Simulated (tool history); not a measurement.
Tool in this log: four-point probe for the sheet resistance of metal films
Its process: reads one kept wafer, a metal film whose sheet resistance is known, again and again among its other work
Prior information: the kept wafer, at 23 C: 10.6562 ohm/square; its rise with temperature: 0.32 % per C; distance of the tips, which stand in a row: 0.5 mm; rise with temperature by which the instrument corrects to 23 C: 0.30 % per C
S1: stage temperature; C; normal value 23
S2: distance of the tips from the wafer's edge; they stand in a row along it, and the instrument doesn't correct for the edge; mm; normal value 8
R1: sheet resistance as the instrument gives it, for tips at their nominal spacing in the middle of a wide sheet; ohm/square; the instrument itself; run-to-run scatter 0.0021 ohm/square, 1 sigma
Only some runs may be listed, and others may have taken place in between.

| run | hour | S1 | S2 | R1 |
|---|---|---|---|---|
| 1 | 0 | 23 | 8 | 10.676097 |
| 2 | 64 | 25 | 8 | 10.669733 |
| 3 | 148.8 | 29 | 8 | 10.672496 |
| 4 | 204.7 | 29 | 8 | 10.665935 |
| 5 | 271.5 | 23 | 8 | 10.659147 |
| 6 | 343 | 23 | 62 | 10.627663 |
| 7 | 409.4 | 22 | 12 | 10.635308 |
| 8 | 470.7 | 33 | 10 | 10.651019 |
| 9 | 544.4 | 33 | 10 | 10.644816 |
| 10 | 580.6 | 33 | 10 | 10.641125 |

What if the next run were any one of these 4? Each begins from the tool's condition after run 10:
| A | 640.5 | 22 | 18 | ? |
| B | 640.5 | 30 | 25 | ? |
| C | 640.5 | 33 | 8 | ? |
| D | 640.5 | 20 | 8 | ? |

| run | R1 |
|---|---|
| A | 10.612252 |
| B | 10.624934 |
| C | 10.644617 |
| D | 10.630456 |
Stripped of hidden state, with their random variation kept, the same runs would have yielded:
| run | R1 |
|---|---|
| A | 10.657702 |
| B | 10.670549 |
| C | 10.69035 |
| D | 10.67595 |
